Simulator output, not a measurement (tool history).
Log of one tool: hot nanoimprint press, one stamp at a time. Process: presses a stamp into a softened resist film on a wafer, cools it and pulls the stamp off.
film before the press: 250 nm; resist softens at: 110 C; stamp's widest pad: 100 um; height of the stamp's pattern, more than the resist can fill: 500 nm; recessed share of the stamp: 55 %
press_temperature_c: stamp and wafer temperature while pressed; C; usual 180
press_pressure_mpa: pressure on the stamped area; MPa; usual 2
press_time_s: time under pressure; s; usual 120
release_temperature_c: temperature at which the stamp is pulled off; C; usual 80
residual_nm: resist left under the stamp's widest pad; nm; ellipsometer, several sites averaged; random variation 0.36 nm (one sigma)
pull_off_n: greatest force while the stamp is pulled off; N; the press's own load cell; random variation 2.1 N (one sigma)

run	hour	press_temperature_c	press_pressure_mpa	press_time_s	release_temperature_c	residual_nm	pull_off_n
1	0	180	2	120	80	117.9	96
2	9.5	180	2	120	80	117.3	96
3	17.9	180	2	120	80	117.9	96
4	25.4	180	2	120	80	118.9	95
5	33.7	180	2	210	80	95.6	97
6	42.8	182	2	120	80	111	95
# hour 54.4: stamp cleaned and given a new release coat
7	58.7	182	2	120	80	110.9	97
8	70.5	182	2	120	80	111.7	90
9	80.3	180	2	120	80	118.2	94
10	93.3	180	2	120	80	119.3	95
11	99.8	180	2	120	80	118.7	92
12	108.5	180	2	120	80	119.3	91
13	118.2	180	3.07	120	80	97.2	96
14	126	180	2.72	120	68	103.5	123
15	138.9	189	2	195	78	74	100
16	146.4	189	2	195	78	73.6	98
17	157.7	171	2.11	195	78	133.4	98
# hour 167.1: gauge calibrated
18	167.1	179	2.27	195	80	96	93
19	174.2	179	2.27	195	80	95.2	94
20	182.5	188	2	120	65	91.4	133
21	192.3	180	2.21	120	80	112	94
22	201.5	177	2.09	138	80	121.1	94
23	213.7	177	2.09	138	80	121.9	90
24	225.5	177	2.09	138	80	122.2	91
25	231	189	2.09	197	80	71.3	90
26	244.1	170	2.63	153	67	135.7	125

Hidden state or all else? Some run-to-run changes of residual_nm, split into what the settings, what came in and random variation would give without the hidden state, and what is left for the hidden state (with any gauge scatter that isn't in both results):
The hidden state here: true temperature over the reading, C; pressure that arrives at the usual setting, %; grip of the stamp's worn release coat, % over a new coat's; drift of the gauge itself on residual_nm, %; drift of the gauge itself on pull_off_n, %.
Run 16 -> 17: press_temperature_c 189 -> 171, press_pressure_mpa 2 -> 2.11. residual_nm +59.8 nm: hidden state +1, all else +58.8.
Run 17 -> 18: press_temperature_c 171 -> 179, press_pressure_mpa 2.11 -> 2.27, release_temperature_c 78 -> 80, gauge calibrated. residual_nm -37.4 nm: hidden state -2.2, all else -35.2.
Run 25 -> 26: press_temperature_c 189 -> 170, press_pressure_mpa 2.09 -> 2.63, press_time_s 197 -> 153, release_temperature_c 80 -> 67. residual_nm +64.4 nm: hidden state +0.7, all else +63.7.
